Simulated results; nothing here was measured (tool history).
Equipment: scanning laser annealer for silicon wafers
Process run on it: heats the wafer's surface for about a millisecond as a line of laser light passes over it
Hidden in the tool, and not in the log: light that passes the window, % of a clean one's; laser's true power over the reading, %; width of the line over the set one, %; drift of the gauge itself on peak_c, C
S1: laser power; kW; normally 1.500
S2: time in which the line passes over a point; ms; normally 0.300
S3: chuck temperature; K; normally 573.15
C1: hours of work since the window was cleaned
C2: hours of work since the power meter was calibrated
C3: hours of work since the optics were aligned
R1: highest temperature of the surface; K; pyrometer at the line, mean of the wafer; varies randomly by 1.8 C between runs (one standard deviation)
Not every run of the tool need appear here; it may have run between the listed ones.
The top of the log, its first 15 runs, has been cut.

{"run": 16, "hour": 127.5, "S1": 1.5, "S2": 0.252, "S3": 573.15, "C1": 29, "C2": 266, "C3": 281, "R1": 1229.15}
{"run": 17, "hour": 133.5, "S1": 1.5, "S2": 0.3, "S3": 573.15, "C1": 32, "C2": 269, "C3": 285, "R1": 1294.15}
{"run": 18, "hour": 141.6, "S1": 1.282, "S2": 0.3, "S3": 573.15, "C1": 37, "C2": 274, "C3": 289, "R1": 1185.15}
{"run": 19, "hour": 150.0, "S1": 1.5, "S2": 0.276, "S3": 583.15, "C1": 42, "C2": 279, "C3": 294, "R1": 1270.15}
{"run": 20, "hour": 160.6, "S1": 1.5, "S2": 0.276, "S3": 583.15, "C1": 48, "C2": 285, "C3": 300, "R1": 1272.15}
{"run": 21, "hour": 171.5, "S1": 1.642, "S2": 0.249, "S3": 573.15, "C1": 54, "C2": 291, "C3": 306, "R1": 1285.15}
{"run": 22, "hour": 179.3, "S1": 1.5, "S2": 0.283, "S3": 610.15, "C1": 58, "C2": 295, "C3": 311, "R1": 1308.15}
{"run": 23, "hour": 187.7, "S1": 1.5, "S2": 0.365, "S3": 584.15, "C1": 63, "C2": 300, "C3": 316, "R1": 1387.15}
{"run": 24, "hour": 192.5, "S1": 1.5, "S2": 0.365, "S3": 584.15, "C1": 66, "C2": 303, "C3": 318, "R1": 1389.15}
{"run": 25, "hour": 203.2, "S1": 1.5, "S2": 0.245, "S3": 608.15, "C1": 72, "C2": 309, "C3": 324, "R1": 1250.15}
{"run": 26, "hour": 212.0, "S1": 1.599, "S2": 0.3, "S3": 543.15, "C1": 77, "C2": 314, "C3": 329, "R1": 1313.15}
{"run": 27, "hour": 216.8, "S1": 1.5, "S2": 0.219, "S3": 559.15, "C1": 80, "C2": 317, "C3": 332, "R1": 1166.15}
{"run": 28, "hour": 224.0, "S1": 1.604, "S2": 0.219, "S3": 559.15, "C1": 84, "C2": 321, "C3": 336, "R1": 1209.15}
{"run": 29, "hour": 231.8, "S1": 1.604, "S2": 0.219, "S3": 559.15, "C1": 88, "C2": 325, "C3": 341, "R1": 1209.15}
{"run": 30, "hour": 240.0, "S1": 1.604, "S2": 0.219, "S3": 559.15, "C1": 93, "C2": 330, "C3": 345, "R1": 1204.15}
{"run": 31, "hour": 250.8, "S1": 1.334, "S2": 0.219, "S3": 573.15, "C1": 99, "C2": 336, "C3": 352, "R1": 1110.15}
{"run": 32, "hour": 260.4, "S1": 1.334, "S2": 0.219, "S3": 573.15, "C1": 104, "C2": 341, "C3": 357, "R1": 1109.15}
{"run": 33, "hour": 267.2, "S1": 1.343, "S2": 0.287, "S3": 606.15, "C1": 108, "C2": 345, "C3": 361, "R1": 1231.15}
{"run": 34, "hour": 271.9, "S1": 1.343, "S2": 0.287, "S3": 606.15, "C1": 111, "C2": 348, "C3": 364, "R1": 1233.15}

Branching from run 34: 5 alternative next runs. What would each branch give?
{"run": "A", "hour": 280.1, "S1": 1.465, "S2": 0.3, "S3": 573.15, "C1": 116, "C2": 353, "C3": 368, "R1": "?"}
{"run": "B", "hour": 280.1, "S1": 1.343, "S2": 0.216, "S3": 606.15, "C1": 116, "C2": 353, "C3": 368, "R1": "?"}
{"run": "C", "hour": 280.1, "S1": 1.343, "S2": 0.287, "S3": 601.15, "C1": 116, "C2": 353, "C3": 368, "R1": "?"}
{"run": "D", "hour": 280.1, "S1": 1.62, "S2": 0.309, "S3": 584.15, "C1": 116, "C2": 353, "C3": 368, "R1": "?"}
{"run": "E", "hour": 280.1, "S1": 1.477, "S2": 0.306, "S3": 554.15, "C1": 116, "C2": 353, "C3": 368, "R1": "?"}

run=A R1=1273.15
run=B R1=1137.15
run=C R1=1229.15
run=D R1=1376.15
run=E R1=1270.15
The same runs, with their run-to-run variation unchanged, on a tool lacking any hidden condition would have given:
run=A R1=1280.15
run=B R1=1142.15
run=C R1=1234.15
run=D R1=1383.15
run=E R1=1277.15

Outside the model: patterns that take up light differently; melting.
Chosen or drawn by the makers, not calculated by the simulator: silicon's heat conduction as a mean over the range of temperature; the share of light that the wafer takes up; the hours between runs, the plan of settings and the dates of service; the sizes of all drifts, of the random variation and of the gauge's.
